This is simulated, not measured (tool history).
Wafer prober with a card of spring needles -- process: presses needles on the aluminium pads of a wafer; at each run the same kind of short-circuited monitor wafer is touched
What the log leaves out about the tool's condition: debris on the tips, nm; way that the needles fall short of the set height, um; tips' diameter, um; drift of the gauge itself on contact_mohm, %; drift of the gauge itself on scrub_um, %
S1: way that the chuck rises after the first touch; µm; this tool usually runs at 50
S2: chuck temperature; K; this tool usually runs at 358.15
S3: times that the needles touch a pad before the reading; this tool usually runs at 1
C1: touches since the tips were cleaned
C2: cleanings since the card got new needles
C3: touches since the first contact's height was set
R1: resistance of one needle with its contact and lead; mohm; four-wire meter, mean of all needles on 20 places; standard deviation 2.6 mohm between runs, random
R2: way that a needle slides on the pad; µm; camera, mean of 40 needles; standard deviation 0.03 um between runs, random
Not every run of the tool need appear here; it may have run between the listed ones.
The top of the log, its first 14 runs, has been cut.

-- hour=205.6 tips cleaned on abrasive film
run 15 hour=216.0 | S1=50 S2=305.15 S3=1 | C1=2711 C2=39 C3=177276 | R1=277 R2=7.54
-- hour=218.9 gauge calibrated
-- hour=222.1 tips cleaned on abrasive film
run 16 hour=230.0 | S1=50 S2=305.15 S3=1 | C1=2062 C2=40 C3=180889 | R1=282 R2=7.36
-- hour=237.5 tips cleaned on abrasive film
run 17 hour=243.3 | S1=50 S2=358.15 S3=1 | C1=1511 C2=41 C3=184336 | R1=296 R2=7.36
-- hour=252.8 tips cleaned on abrasive film
run 18 hour=261.3 | S1=50 S2=358.15 S3=1 | C1=2237 C2=42 C3=189002 | R1=295 R2=7.39
-- hour=268.7 tips cleaned on abrasive film
run 19 hour=279.3 | S1=49 S2=358.15 S3=2 | C1=2774 C2=43 C3=193659 | R1=295 R2=7.24
-- hour=284.6 tips cleaned on abrasive film
run 20 hour=288.7 | S1=55 S2=382.15 S3=2 | C1=1069 C2=44 C3=196063 | R1=304 R2=8.12
-- hour=300.6 tips cleaned on abrasive film
run 21 hour=310.2 | S1=50 S2=322.15 S3=1 | C1=2502 C2=45 C3=201648 | R1=283 R2=7.37
-- hour=315.7 tips cleaned on abrasive film
run 22 hour=326.6 | S1=50 S2=322.15 S3=1 | C1=2830 C2=46 C3=205885 | R1=284 R2=7.44
-- hour=331.5 tips cleaned on abrasive film
run 23 hour=337.9 | S1=50 S2=322.15 S3=1 | C1=1659 C2=47 C3=208789 | R1=291 R2=7.45
-- hour=346.8 tips cleaned on abrasive film
run 24 hour=357.2 | S1=37 S2=366.15 S3=2 | C1=2716 C2=48 C3=213795 | R1=307 R2=5.51
-- hour=362.4 tips cleaned on abrasive film
-- hour=377.4 tips cleaned on abrasive film
run 25 hour=379.3 | S1=37 S2=366.15 S3=2 | C1=485 C2=50 C3=219493 | R1=308 R2=5.52
run 26 hour=389.1 | S1=50 S2=302.15 S3=1 | C1=3054 C2=50 C3=222062 | R1=279 R2=7.47
-- hour=392.7 tips cleaned on abrasive film
run 27 hour=405.4 | S1=64 S2=374.15 S3=2 | C1=3299 C2=51 C3=226260 | R1=299 R2=9.61
-- hour=407.6 tips cleaned on abrasive film
-- hour=423.8 tips cleaned on abrasive film
run 28 hour=426.0 | S1=33 S2=353.15 S3=3 | C1=583 C2=53 C3=231578 | R1=311 R2=4.95
run 29 hour=437.1 | S1=60 S2=397.15 S3=1 | C1=3469 C2=53 C3=234464 | R1=307 R2=9.04
-- hour=440.3 tips cleaned on abrasive film
-- hour=456.5 tips cleaned on abrasive film
run 30 hour=456.5 | S1=58 S2=372.15 S3=1 | C1=0 C2=55 C3=239461 | R1=295 R2=8.75
-- hour=460.2 height of the first contact set anew
-- hour=472.3 tips cleaned on abrasive film
run 31 hour=476.3 | S1=39 S2=326.15 S3=1 | C1=1066 C2=56 C3=4188 | R1=297 R2=5.88
-- hour=488.0 tips cleaned on abrasive film
run 32 hour=492.2 | S1=39 S2=326.15 S3=1 | C1=1102 C2=57 C3=8293 | R1=288 R2=5.92

Consider 5 possible next runs. They are alternatives, not a sequence: every one starts from the tool as it was left by run 32. What does each give?
run A hour=501.8 | S1=42 S2=326.15 S3=1 | C1=3605 C2=57 C3=10796 | R1=? R2=?
run B hour=501.8 | S1=41 S2=349.15 S3=3 | C1=3605 C2=57 C3=10796 | R1=? R2=?
run C hour=501.8 | S1=44 S2=365.15 S3=1 | C1=3605 C2=57 C3=10796 | R1=? R2=?
run D hour=501.8 | S1=39 S2=338.15 S3=1 | C1=3605 C2=57 C3=10796 | R1=? R2=?
run E hour=501.8 | S1=39 S2=326.15 S3=3 | C1=3605 C2=57 C3=10796 | R1=? R2=?

run=A R1=291 R2=6.36
run=B R1=301 R2=6.21
run=C R1=302 R2=6.67
run=D R1=300 R2=5.94
run=E R1=297 R2=5.91
Take away the tool's hidden state, keep each run's random variation, and the runs would have read:
run=A R1=291 R2=6.14
run=B R1=301 R2=6.00
run=C R1=302 R2=6.44
run=D R1=300 R2=5.74
run=E R1=297 R2=5.71

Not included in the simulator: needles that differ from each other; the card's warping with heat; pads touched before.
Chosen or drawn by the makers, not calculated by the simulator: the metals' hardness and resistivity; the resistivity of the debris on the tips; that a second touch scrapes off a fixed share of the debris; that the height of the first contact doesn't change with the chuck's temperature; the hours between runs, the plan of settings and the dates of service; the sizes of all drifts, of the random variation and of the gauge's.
